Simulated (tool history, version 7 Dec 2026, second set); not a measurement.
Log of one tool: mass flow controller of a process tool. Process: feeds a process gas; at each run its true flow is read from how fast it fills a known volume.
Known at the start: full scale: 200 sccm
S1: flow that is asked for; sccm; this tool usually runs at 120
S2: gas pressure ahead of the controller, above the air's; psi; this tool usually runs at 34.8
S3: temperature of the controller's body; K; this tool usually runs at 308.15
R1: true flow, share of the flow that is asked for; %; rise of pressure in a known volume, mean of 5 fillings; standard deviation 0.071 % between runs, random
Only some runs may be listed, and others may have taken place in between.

| run | hour | S1 | S2 | S3 | R1 |
|---|---|---|---|---|---|
| 1 | 0 | 120 | 34.8 | 308.15 | 100.28 |
| 2 | 151.9 | 120 | 34.8 | 308.15 | 100.24 |
| 3 | 275.2 | 120 | 34.8 | 308.15 | 100.27 |
| 4 | 435.5 | 120 | 34.8 | 308.15 | 100.23 |
| 5 | 509.2 | 120 | 34.8 | 308.15 | 100.32 |
| 6 | 667.4 | 120 | 34.8 | 308.15 | 100.36 |
| 7 | 842.4 | 120 | 34.8 | 307.15 | 100.27 |
| 8 | 962.3 | 120 | 34.8 | 307.15 | 100.29 |
| 9 | 1111.8 | 120 | 34.8 | 307.15 | 100.31 |
| 10 | 1210.3 | 122 | 34.8 | 308.15 | 100.34 |
| 11 | 1306.9 | 120 | 34.8 | 310.15 | 100.51 |
| 12 | 1418.2 | 120 | 34.8 | 310.15 | 100.52 |
| 13 | 1543.8 | 120 | 34.8 | 310.15 | 100.45 |
| 14 | 1718.3 | 120 | 34.8 | 310.15 | 100.62 |
| 15 | 1838.1 | 83 | 34.8 | 308.15 | 99.87 |
| 16 | 1925.2 | 83 | 34.8 | 308.15 | 99.91 |
| 17 | 2031.7 | 83 | 34.8 | 308.15 | 100.03 |
| 18 | 2134.1 | 120 | 21.9 | 305.15 | 100.6 |
| 19 | 2238.6 | 196 | 39.7 | 305.15 | 101.02 |
| 20 | 2323 | 27 | 39.7 | 296.15 | 97.15 |
| 21 | 2431.6 | 143 | 40 | 299.15 | 100.15 |
| 22 | 2571.8 | 137 | 40 | 299.15 | 99.96 |
| 23 | 2716.1 | 120 | 40 | 294.15 | 99.65 |
| 24 | 2837.6 | 120 | 34.8 | 298.15 | 99.84 |
| 25 | 2975.6 | 61 | 34.8 | 298.15 | 98.94 |
| 26 | 3132.8 | 46 | 35.7 | 311.15 | 99.04 |
| 27 | 3207.3 | 146 | 35.7 | 311.15 | 101.05 |
| 28 | 3286.9 | 146 | 35.7 | 311.15 | 101.13 |
| 29 | 3444.4 | 120 | 20.3 | 308.15 | 100.97 |
| 30 | 3550.4 | 120 | 20.3 | 308.15 | 101 |
| 31 | 3706.7 | 120 | 32.3 | 308.15 | 100.57 |
| 32 | 3780.8 | 87 | 26.3 | 296.15 | 99.53 |
| 33 | 3945.1 | 105 | 35.5 | 306.15 | 100.26 |

What if the next run were any one of these 5? Each begins from the tool's condition after run 33:
| A | 4042.2 | 105 | 35.5 | 309.15 | ? |
| B | 4042.2 | 120 | 25.4 | 308.15 | ? |
| C | 4042.2 | 71 | 20.6 | 297.15 | ? |
| D | 4042.2 | 35 | 29.4 | 298.15 | ? |
| E | 4042.2 | 98 | 22.2 | 303.15 | ? |

| run | R1 |
|---|---|
| A | 100.59 |
| B | 100.92 |
| C | 99.69 |
| D | 98.14 |
| E | 100.38 |
Without the tool's unlogged condition, the same runs would have read:
| run | R1 |
|---|---|
| A | 99.72 |
| B | 99.97 |
| C | 99.14 |
| D | 98.57 |
| E | 99.56 |
